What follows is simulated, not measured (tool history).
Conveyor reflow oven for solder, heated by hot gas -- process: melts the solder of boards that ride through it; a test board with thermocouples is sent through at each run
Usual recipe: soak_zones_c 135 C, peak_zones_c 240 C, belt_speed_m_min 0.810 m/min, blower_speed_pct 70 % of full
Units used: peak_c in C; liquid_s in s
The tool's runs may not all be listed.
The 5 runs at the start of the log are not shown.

run	hour	soak_zones_c	peak_zones_c	belt_speed_m_min	blower_speed_pct	peak_c	liquid_s
6	33.1	135	240	0.810	70	219.3	44.7
7	43.3	135	240	0.755	70	222.5	49.8
8	50.4	135	240	0.755	70	221.8	49.9
9	58.3	135	240	0.755	70	221.1	49.7
10	66.1	130	240	0.755	70	221.1	48.1
11	75.5	130	240	0.755	70	220.6	47.9
12	82.2	130	240	0.755	70	220.5	48.2
13	87.3	135	240	0.755	70	221.7	49.7
14	97.8	135	240	0.755	70	220.9	49.7
15	105.5	135	240	0.755	70	221.4	49.7
16	112.9	148	230	0.810	70	213.3	44.5
17	117.8	148	230	0.810	70	212.7	44.7
18	128.6	135	249	0.810	70	226.5	49.0
19	135.4	134	237	0.762	54	213.3	43.1
20	144.6	134	237	0.783	54	212.1	40.4
21	152.6	134	237	0.783	54	212.6	41.1
22	159.8	134	237	0.783	54	212.2	40.7
23	167.2	132	240	0.804	70	218.3	43.6
24	173.2	148	250	0.846	51	222.5	47.5
25	182.8	148	238	0.735	73	223.1	56.6
# hour 194.1: flux residue cleaned out of gas plates and filters
26	198.5	148	238	0.735	73	223.9	56.8
27	204.6	123	238	0.941	73	210.7	31.3
28	215.5	123	248	0.941	73	219.4	35.7
29	223.5	129	232	0.730	88	219.8	49.8
30	230.7	135	252	0.836	82	233.0	50.1

Branching from run 30: 4 alternative next runs. What would each branch give?
A	235.8	123	240	0.753	70	?	?
B	235.8	135	240	0.699	70	?	?
C	235.8	127	252	0.836	55	?	?
D	235.8	135	231	0.873	70	?	?

run	peak_c	liquid_s
A	220.2	46.7
B	225.2	56.3
C	222.3	43.0
D	209.6	35.0
With no hidden state in the tool, these same runs would have given:
run	peak_c	liquid_s
A	221.5	47.0
B	226.5	56.5
C	223.4	43.2
D	210.8	35.5

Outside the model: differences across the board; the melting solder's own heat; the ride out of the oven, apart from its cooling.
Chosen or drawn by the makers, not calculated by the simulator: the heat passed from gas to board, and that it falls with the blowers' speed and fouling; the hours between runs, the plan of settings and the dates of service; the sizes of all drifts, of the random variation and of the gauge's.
